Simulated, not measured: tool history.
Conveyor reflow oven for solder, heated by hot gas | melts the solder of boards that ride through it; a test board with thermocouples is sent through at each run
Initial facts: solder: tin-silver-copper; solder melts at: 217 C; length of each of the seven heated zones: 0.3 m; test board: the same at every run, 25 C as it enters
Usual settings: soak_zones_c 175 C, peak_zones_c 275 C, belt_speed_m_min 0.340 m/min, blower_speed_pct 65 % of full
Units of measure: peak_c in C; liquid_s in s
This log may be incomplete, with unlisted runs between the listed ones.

run 1 hour=0.0 | soak_zones_c=175 peak_zones_c=275 belt_speed_m_min=0.340 blower_speed_pct=65 | peak_c=261.2 liquid_s=88.0
-- hour=45.8 flux residue cleaned out of gas plates and filters
run 2 hour=51.3 | soak_zones_c=175 peak_zones_c=275 belt_speed_m_min=0.340 blower_speed_pct=65 | peak_c=260.8 liquid_s=88.4
run 3 hour=92.5 | soak_zones_c=173 peak_zones_c=275 belt_speed_m_min=0.340 blower_speed_pct=65 | peak_c=260.6 liquid_s=86.9
run 4 hour=151.6 | soak_zones_c=173 peak_zones_c=275 belt_speed_m_min=0.340 blower_speed_pct=65 | peak_c=260.7 liquid_s=87.1
-- hour=180.4 thermocouples of zones 6 and 7 changed
run 5 hour=194.3 | soak_zones_c=173 peak_zones_c=275 belt_speed_m_min=0.340 blower_speed_pct=65 | peak_c=260.6 liquid_s=87.0
run 6 hour=266.1 | soak_zones_c=175 peak_zones_c=275 belt_speed_m_min=0.340 blower_speed_pct=65 | peak_c=261.3 liquid_s=88.1
run 7 hour=308.6 | soak_zones_c=190 peak_zones_c=275 belt_speed_m_min=0.340 blower_speed_pct=65 | peak_c=263.3 liquid_s=97.5
run 8 hour=371.2 | soak_zones_c=186 peak_zones_c=275 belt_speed_m_min=0.340 blower_speed_pct=65 | peak_c=262.6 liquid_s=95.0
-- hour=392.6 belt drive overhauled, speed set with a stopwatch
run 9 hour=415.6 | soak_zones_c=181 peak_zones_c=275 belt_speed_m_min=0.340 blower_speed_pct=65 | peak_c=262.1 liquid_s=91.5
run 10 hour=465.2 | soak_zones_c=181 peak_zones_c=275 belt_speed_m_min=0.340 blower_speed_pct=65 | peak_c=262.2 liquid_s=92.0
run 11 hour=507.8 | soak_zones_c=181 peak_zones_c=275 belt_speed_m_min=0.340 blower_speed_pct=65 | peak_c=262.0 liquid_s=91.8
run 12 hour=543.8 | soak_zones_c=181 peak_zones_c=275 belt_speed_m_min=0.340 blower_speed_pct=65 | peak_c=261.9 liquid_s=91.5
run 13 hour=607.1 | soak_zones_c=175 peak_zones_c=275 belt_speed_m_min=0.340 blower_speed_pct=65 | peak_c=261.3 liquid_s=88.0
run 14 hour=650.9 | soak_zones_c=175 peak_zones_c=275 belt_speed_m_min=0.340 blower_speed_pct=65 | peak_c=261.0 liquid_s=87.7
-- hour=731.2 flux residue cleaned out of gas plates and filters
run 15 hour=731.2 | soak_zones_c=175 peak_zones_c=275 belt_speed_m_min=0.340 blower_speed_pct=65 | peak_c=261.2 liquid_s=88.3
run 16 hour=809.7 | soak_zones_c=163 peak_zones_c=286 belt_speed_m_min=0.339 blower_speed_pct=65 | peak_c=269.6 liquid_s=89.2
run 17 hour=848.8 | soak_zones_c=163 peak_zones_c=286 belt_speed_m_min=0.339 blower_speed_pct=80 | peak_c=273.1 liquid_s=92.1
run 18 hour=927.3 | soak_zones_c=185 peak_zones_c=286 belt_speed_m_min=0.339 blower_speed_pct=51 | peak_c=268.5 liquid_s=98.1
-- hour=998.2 thermocouples of zones 6 and 7 changed
run 19 hour=1008.2 | soak_zones_c=175 peak_zones_c=271 belt_speed_m_min=0.340 blower_speed_pct=70 | peak_c=258.8 liquid_s=86.4
run 20 hour=1072.6 | soak_zones_c=163 peak_zones_c=274 belt_speed_m_min=0.393 blower_speed_pct=57 | peak_c=250.4 liquid_s=60.9
run 21 hour=1139.1 | soak_zones_c=175 peak_zones_c=274 belt_speed_m_min=0.340 blower_speed_pct=65 | peak_c=260.3 liquid_s=87.2
run 22 hour=1196.4 | soak_zones_c=161 peak_zones_c=274 belt_speed_m_min=0.327 blower_speed_pct=65 | peak_c=259.1 liquid_s=84.5
run 23 hour=1261.8 | soak_zones_c=161 peak_zones_c=274 belt_speed_m_min=0.327 blower_speed_pct=65 | peak_c=259.7 liquid_s=84.1
run 24 hour=1297.2 | soak_zones_c=167 peak_zones_c=264 belt_speed_m_min=0.340 blower_speed_pct=65 | peak_c=249.9 liquid_s=74.9
run 25 hour=1345.2 | soak_zones_c=167 peak_zones_c=264 belt_speed_m_min=0.340 blower_speed_pct=65 | peak_c=250.1 liquid_s=75.0
-- hour=1412.8 flux residue cleaned out of gas plates and filters
run 26 hour=1430.4 | soak_zones_c=167 peak_zones_c=264 belt_speed_m_min=0.340 blower_speed_pct=65 | peak_c=250.1 liquid_s=74.7
run 27 hour=1507.1 | soak_zones_c=183 peak_zones_c=288 belt_speed_m_min=0.340 blower_speed_pct=63 | peak_c=273.6 liquid_s=100.2
run 28 hour=1549.8 | soak_zones_c=177 peak_zones_c=288 belt_speed_m_min=0.340 blower_speed_pct=53 | peak_c=269.4 liquid_s=94.8
run 29 hour=1627.3 | soak_zones_c=184 peak_zones_c=285 belt_speed_m_min=0.323 blower_speed_pct=55 | peak_c=270.4 liquid_s=103.8
run 30 hour=1705.5 | soak_zones_c=170 peak_zones_c=273 belt_speed_m_min=0.348 blower_speed_pct=64 | peak_c=257.4 liquid_s=81.0

Predict each of these 4 candidate next runs independently; none follows another, all start after run 30:
run A hour=1756.2 | soak_zones_c=175 peak_zones_c=284 belt_speed_m_min=0.340 blower_speed_pct=65 | peak_c=? liquid_s=?
run B hour=1756.2 | soak_zones_c=187 peak_zones_c=273 belt_speed_m_min=0.274 blower_speed_pct=70 | peak_c=? liquid_s=?
run C hour=1756.2 | soak_zones_c=187 peak_zones_c=278 belt_speed_m_min=0.348 blower_speed_pct=64 | peak_c=? liquid_s=?
run D hour=1756.2 | soak_zones_c=161 peak_zones_c=273 belt_speed_m_min=0.377 blower_speed_pct=64 | peak_c=? liquid_s=?

run=A peak_c=269.3 liquid_s=93.9
run=B peak_c=266.7 liquid_s=122.6
run=C peak_c=265.0 liquid_s=94.3
run=D peak_c=253.7 liquid_s=66.7
Had the tool no hidden state, the same runs would have come out as:
run=A peak_c=269.4 liquid_s=93.9
run=B peak_c=266.7 liquid_s=122.6
run=C peak_c=265.1 liquid_s=94.3
run=D peak_c=253.7 liquid_s=66.8
